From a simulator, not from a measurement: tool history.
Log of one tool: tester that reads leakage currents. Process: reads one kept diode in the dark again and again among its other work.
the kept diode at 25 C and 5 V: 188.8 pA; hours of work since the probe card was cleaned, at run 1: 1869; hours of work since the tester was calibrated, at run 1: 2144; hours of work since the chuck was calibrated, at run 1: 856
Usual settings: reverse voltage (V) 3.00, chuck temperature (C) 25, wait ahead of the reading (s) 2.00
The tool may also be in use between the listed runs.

run    hour  reverse voltage (V)  chuck temperature (C)  wait ahead of the reading (s)  hours of work since the probe card was cleaned  hours of work since the tester was calibrated  hours of work since the chuck was calibrated  current that the tester gives (pA)
  1     0.0                 3.00                     25                           2.00                                            1869                                           2144                                           856                              140.50
  2    85.8                 3.00                     25                           2.00                                            1916                                           2192                                           903                              140.88
  3   165.1                 1.12                     25                           2.00                                            1960                                           2236                                           947                               78.79
  4   260.7                 1.12                     25                           2.00                                            2013                                           2289                                          1000                               78.51
  5   322.1                15.30                     25                           2.00                                            2047                                           2323                                          1034                              369.07
  6   384.1                15.30                     25                           2.00                                            2082                                           2357                                          1069                              367.52
      424.8  -- chuck's temperature calibrated
  7   474.3                 3.00                     25                           2.00                                            2130                                           2406                                            27                              139.82
  8   531.4                 3.00                     25                           2.00                                            2162                                           2438                                            59                              140.79
  9   625.1                 3.00                     25                           2.00                                            2214                                           2489                                           111                              140.16
 10   683.8                 3.00                     25                           2.00                                            2246                                           2522                                           143                              140.68
 11   773.5                 2.18                     25                           2.00                                            2296                                           2572                                           193                              116.49
 12   894.9                 2.18                     25                           2.00                                            2363                                           2639                                           260                              116.92
 13  1016.6                 2.18                     25                           2.00                                            2431                                           2706                                           328                              116.36
 14  1130.9                 3.00                     25                           9.51                                            2494                                           2770                                           391                              138.79
 15  1243.8                 3.00                     26                           9.51                                            2557                                           2832                                           454                              152.36
 16  1328.5                 3.00                     26                           9.51                                            2604                                           2879                                           501                              152.18
 17  1406.0                 3.00                     25                           2.00                                            2646                                           2922                                           543                              141.03
 18  1518.8                 3.00                     25                           2.00                                            2709                                           2984                                           606                              140.44
 19  1571.2                 3.00                     25                           2.00                                            2738                                           3013                                           635                              140.18
 20  1664.4                 3.00                     25                           2.00                                            2790                                           3065                                           687                              141.17
 21  1770.6                 3.00                     25                           2.00                                            2848                                           3124                                           745                              140.42
 22  1872.6                 6.25                     33                           1.77                                            2905                                           3180                                           802                              411.91
     1893.8  -- tester calibrated
 23  1979.9                13.99                     37                           3.27                                            2963                                             48                                           860                              903.21
 24  2080.7                 5.72                     42                           0.73                                            3019                                            104                                           916                              782.96
 25  2137.3                 5.72                     42                           0.73                                            3050                                            135                                           947                              776.49
 26  2262.3                 3.00                     56                           2.00                                            3120                                            204                                          1017                             1448.36
 27  2372.8                 1.78                     29                           2.00                                            3181                                            265                                          1078                              142.61
     2402.0  -- chuck's temperature calibrated
 28  2476.0                 1.49                     21                           5.18                                            3237                                            321                                            41                               66.30
 29  2538.8                 1.49                     21                           5.18                                            3272                                            356                                            76                               65.91
 30  2638.6                14.15                     21                           4.31                                            3327                                            411                                           131                              250.55
 31  2735.6                 1.44                     36                           0.49                                            3381                                            465                                           185                              219.91
     2809.3  -- probe card cleaned and baked
 32  2854.9                 1.35                     55                           0.49                                              25                                            530                                           249                              843.59
 33  2952.4                 1.35                     55                           0.49                                              79                                            584                                           303                              839.97
 34  3048.4                 1.35                     55                           0.49                                             132                                            637                                           356                              839.45
 35  3107.8                 9.35                     38                           4.41                                             165                                            670                                           389                              769.14
 36  3221.0                 3.00                     32                           9.50                                             228                                            732                                           452                              247.50
 37  3278.3                 3.00                     22                           6.68                                             260                                            764                                           484                              108.79
 38  3351.9                 3.00                     50                           6.68                                             301                                            805                                           524                              953.69
 39  3467.3                 3.00                     27                           2.00                                             364                                            869                                           588                              165.29
 40  3549.4                 3.00                     27                           2.00                                             410                                            914                                           634                              166.38

The same runs without the tool's hidden state, with the same run-to-run variation:
The hidden state here: stray current of the dirty probe card, pA a volt; current scale over the true one, %; true chuck temperature over the reading, C; drift of the gauge itself on leakage_pa, %.
run  current that the tester gives (pA)
  1                              140.36
  2                              140.73
  3                               78.71
  4                               78.42
  5                              368.62
  6                              367.05
  7                              139.80
  8                              140.77
  9                              140.13
 10                              140.64
 11                              116.45
 12                              116.88
 13                              116.32
 14                              138.73
 15                              152.28
 16                              152.09
 17                              140.94
 18                              140.35
 19                              140.08
 20                              141.06
 21                              140.31
 22                              411.57
 23                              902.50
 24                              782.34
 25                              775.86
 26                             1447.22
 27                              142.46
 28                               66.29
 29                               65.90
 30                              250.47
 31                              219.87
 32                              843.43
 33                              839.77
 34                              839.21
 35                              768.87
 36                              247.40
 37                              108.74
 38                              953.29
 39                              165.20
 40                              166.28
